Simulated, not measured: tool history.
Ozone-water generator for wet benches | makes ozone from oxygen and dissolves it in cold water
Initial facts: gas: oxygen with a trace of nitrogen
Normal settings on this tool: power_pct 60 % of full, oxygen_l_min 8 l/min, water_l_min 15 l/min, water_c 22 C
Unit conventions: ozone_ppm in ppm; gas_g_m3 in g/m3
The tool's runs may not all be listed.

run,hour,power_pct,oxygen_l_min,water_l_min,water_c,ozone_ppm,gas_g_m3
1,0,60,8,15,22,17.1,119.1
2,182.8,60,8,15,22,17.1,117.6
3,327.9,60,8,15,22,17,116.8
4,455.8,60,8,15,22,17.1,116.2
5,544.1,60,8,15,22,17,117.9
6,692.3,60,8,15,28,14.6,116.1
7,844.9,60,8,15,28,14.8,115
8,954.7,60,8,15,28,14.7,115.7
9,1064.4,50,5.26,20,26,13.1,135.8
# hour 1235.1: contactor cleaned
10,1245.4,64,13.65,22,23,12,83.8
11,1352.7,64,5.2,22,23,15.3,158.6
12,1506.8,68,8,15,23,17.4,122
13,1691.9,60,8,16,14,18.7,113.9
14,1830,41,4.2,15,21,15.4,138.3
15,1953.1,41,4.2,15,21,15.3,138
16,2059.4,41,8.29,11,30,12.2,86.4

Each row is a separate what-if for the run after 16, all from the same tool condition, not one after another. Results?
A,2169.7,41,10.32,15,22,?,?
B,2169.7,92,8.29,11,21,?,?
C,2169.7,41,8.29,11,19,?,?
D,2169.7,44,4.24,11,21,?,?
E,2169.7,56,8.29,11,30,?,?

run,ozone_ppm,gas_g_m3
A,11.8,75.2
B,24.8,142.6
C,15.8,87
D,19,141.2
E,14.6,106.5
With no hidden state in the tool, these same runs would have given:
run,ozone_ppm,gas_g_m3
A,13.3,83.7
B,30.5,173.5
C,17.8,96.9
D,21.5,158.5
E,17.1,122.6
